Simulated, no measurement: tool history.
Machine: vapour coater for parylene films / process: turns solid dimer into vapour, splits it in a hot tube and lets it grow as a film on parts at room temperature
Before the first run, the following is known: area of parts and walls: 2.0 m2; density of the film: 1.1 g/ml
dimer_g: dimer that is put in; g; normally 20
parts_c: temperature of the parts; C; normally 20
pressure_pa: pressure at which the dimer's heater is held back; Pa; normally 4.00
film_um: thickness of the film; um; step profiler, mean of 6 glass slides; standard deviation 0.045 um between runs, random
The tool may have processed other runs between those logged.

run	day	dimer_g	parts_c	pressure_pa	film_um
1	0.000	20	20	4.00	4.96
2	0.850	9	20	4.00	2.20
3	1.925	13	20	4.00	3.22
4	2.525	13	20	4.00	3.27
# day 3.296: trap's valve overhauled
5	3.758	22	20	4.00	5.51
6	4.992	20	17	4.00	5.48
7	5.988	20	17	4.00	5.41
8	6.988	20	17	4.00	5.50
9	7.883	11	17	4.00	3.01
10	8.842	20	20	4.00	5.06
11	9.504	20	17	4.00	5.41
12	10.496	20	20	11.39	4.01
13	11.342	20	20	11.39	4.09
14	12.442	20	20	11.39	4.08
15	13.438	20	20	4.00	5.00
16	14.688	20	20	4.00	4.96
17	15.721	20	20	4.00	5.01
18	16.379	10	20	4.00	2.48
19	17.267	10	20	4.00	2.48
20	18.458	32	20	10.78	6.56
21	19.146	32	20	10.78	6.55
22	20.000	10	32	7.67	1.55

Run 23 comes next. What will it give?
23	21.208	10	32	7.67	?

{"run 23": {"film_um": 1.54}}
Were there no unlogged condition in the tool, this run, its random variation unchanged, would have produced film_um 1.54 um.
